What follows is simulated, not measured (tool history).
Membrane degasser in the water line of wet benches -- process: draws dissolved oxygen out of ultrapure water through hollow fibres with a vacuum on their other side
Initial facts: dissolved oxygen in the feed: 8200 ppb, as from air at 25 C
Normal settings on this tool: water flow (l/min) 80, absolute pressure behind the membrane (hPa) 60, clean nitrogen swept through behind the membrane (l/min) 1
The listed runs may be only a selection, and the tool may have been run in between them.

run	hour	water flow (l/min)	absolute pressure behind the membrane (hPa)	clean nitrogen swept through behind the membrane (l/min)	dissolved oxygen in the water behind the degasser (ppb)	pressure that the water loses in the fibres (hPa)
1	0	80	60	1	371.7	593.9
2	158.2	80	60	1	371.6	596.1
3	325.9	80	60	1	373.3	598.3
4	504.6	80	60	1	371.5	595.5
5	602.8	80	60	1	369	597
6	760	80	60	1	370.4	595.5
7	915.1	80	60	1	370.9	597.9
# hour 929.8: vacuum gauge calibrated
8	993.4	80	60	1.13	344.7	595.8
9	1171.4	80	60	2.59	186.7	598.6
# hour 1235.3: vacuum gauge calibrated, once more
10	1277.7	88	67.3	1.13	456.8	662.2
11	1416.2	96	98.3	0.45	1407.9	721.6
12	1567.1	80	66.1	1	449.3	602.6
13	1691.6	59	60	0.71	376.5	441.5
14	1855.7	109	93.9	0.42	1419.5	822.3
15	1977.2	87	90.5	1.01	780.3	650
16	2056.3	113	53	0.78	411.6	856.4
17	2145.7	77	48.5	2.57	111.3	578.2

Each row is a separate what-if for the run after 17, all from the same tool condition, not one after another. Results?
A	2256.5	77	39.7	2.57	?	?
B	2256.5	49	48.7	1.53	?	?
C	2256.5	56	60	1.73	?	?
D	2256.5	104	43.2	1.54	?	?
E	2256.5	112	48.5	2.57	?	?

run	dissolved oxygen in the water behind the degasser (ppb)	pressure that the water loses in the fibres (hPa)
A	56.5	581.5
B	115.5	370.7
C	191.3	421.5
D	150.9	787.2
E	161.6	851.5
Without the tool's hidden state the same runs would have given:
run	dissolved oxygen in the water behind the degasser (ppb)	pressure that the water loses in the fibres (hPa)
A	53	571.8
B	112.3	364.6
C	188	414.5
D	144.4	774.1
E	156.1	837.3
